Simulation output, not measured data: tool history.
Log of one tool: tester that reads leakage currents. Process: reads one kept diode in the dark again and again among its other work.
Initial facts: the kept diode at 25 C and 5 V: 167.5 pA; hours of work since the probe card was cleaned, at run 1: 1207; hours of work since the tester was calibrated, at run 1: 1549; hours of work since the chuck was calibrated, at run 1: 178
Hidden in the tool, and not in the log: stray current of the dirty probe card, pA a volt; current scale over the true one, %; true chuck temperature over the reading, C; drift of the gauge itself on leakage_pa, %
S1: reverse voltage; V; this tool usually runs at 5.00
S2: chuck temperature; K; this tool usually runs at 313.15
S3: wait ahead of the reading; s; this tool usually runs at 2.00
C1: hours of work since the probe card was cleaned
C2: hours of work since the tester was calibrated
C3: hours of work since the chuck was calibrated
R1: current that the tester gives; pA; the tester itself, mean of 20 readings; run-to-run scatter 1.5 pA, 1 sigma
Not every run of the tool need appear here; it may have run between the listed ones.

| run | hour | S1 | S2 | S3 | C1 | C2 | C3 | R1 |
|---|---|---|---|---|---|---|---|---|
| 1 | 0.0 | 5.00 | 313.15 | 2.00 | 1207 | 1549 | 178 | 501.71 |
| 2 | 210.1 | 5.00 | 313.15 | 2.00 | 1374 | 1716 | 344 | 492.22 |
| 3 | 320.5 | 5.00 | 313.15 | 2.00 | 1461 | 1803 | 432 | 488.51 |
| 4 | 526.1 | 5.00 | 313.15 | 2.00 | 1624 | 1966 | 594 | 481.38 |
| 5 | 646.0 | 5.00 | 313.15 | 2.00 | 1719 | 2060 | 689 | 477.66 |
|  | 823.8 | tester calibrated |
| 6 | 852.6 | 5.00 | 313.15 | 2.00 | 1881 | 23 | 851 | 464.70 |
| 7 | 995.5 | 5.00 | 313.15 | 2.00 | 1994 | 136 | 964 | 457.80 |
| 8 | 1210.4 | 5.00 | 313.15 | 2.00 | 2164 | 306 | 1134 | 453.49 |
| 9 | 1392.4 | 5.00 | 297.15 | 2.00 | 2308 | 450 | 1278 | 139.55 |
|  | 1417.1 | chuck's temperature calibrated |
| 10 | 1596.9 | 5.00 | 297.15 | 2.00 | 2468 | 610 | 142 | 134.33 |
|  | 1698.5 | probe card cleaned and baked |
| 11 | 1837.5 | 5.00 | 297.15 | 2.00 | 110 | 798 | 330 | 128.41 |
| 12 | 1981.4 | 5.57 | 297.15 | 0.84 | 224 | 912 | 444 | 136.96 |
| 13 | 2118.6 | 4.25 | 297.15 | 0.84 | 332 | 1021 | 553 | 114.80 |
| 14 | 2271.1 | 11.30 | 305.15 | 7.61 | 453 | 1141 | 673 | 367.60 |
|  | 2343.5 | chuck's temperature calibrated, once more |
| 15 | 2511.5 | 11.30 | 305.15 | 7.61 | 642 | 1330 | 133 | 459.09 |
| 16 | 2644.9 | 4.92 | 315.15 | 2.00 | 747 | 1436 | 239 | 563.76 |
| 17 | 2819.4 | 5.00 | 311.15 | 0.48 | 886 | 1574 | 377 | 428.85 |
| 18 | 3038.2 | 10.81 | 311.15 | 0.48 | 1059 | 1747 | 550 | 664.79 |
| 19 | 3279.2 | 10.81 | 311.15 | 0.48 | 1249 | 1938 | 741 | 652.25 |
| 20 | 3480.2 | 7.38 | 306.15 | 2.66 | 1408 | 2097 | 900 | 356.84 |

4 ways to go on from here, each from the tool as it stands after run 20. What would each give?
|  | 3611.2 | tester calibrated |
| A | 3699.3 | 19.36 | 321.15 | 2.81 | 1580 | 70 | 1071 | ? |
|  | 3611.2 | tester calibrated |
| B | 3699.3 | 6.45 | 315.15 | 0.78 | 1580 | 70 | 1071 | ? |
|  | 3611.2 | tester calibrated |
| C | 3699.3 | 5.00 | 330.15 | 2.00 | 1580 | 70 | 1071 | ? |
|  | 3611.2 | tester calibrated |
| D | 3699.3 | 5.61 | 294.15 | 0.72 | 1580 | 70 | 1071 | ? |

| run | R1 |
|---|---|
| A | 1727.87 |
| B | 603.82 |
| C | 1385.59 |
| D | 121.05 |
What these runs would have given with no unlogged condition in the tool:
| run | R1 |
|---|---|
| A | 1910.53 |
| B | 670.25 |
| C | 1528.21 |
| D | 134.30 |
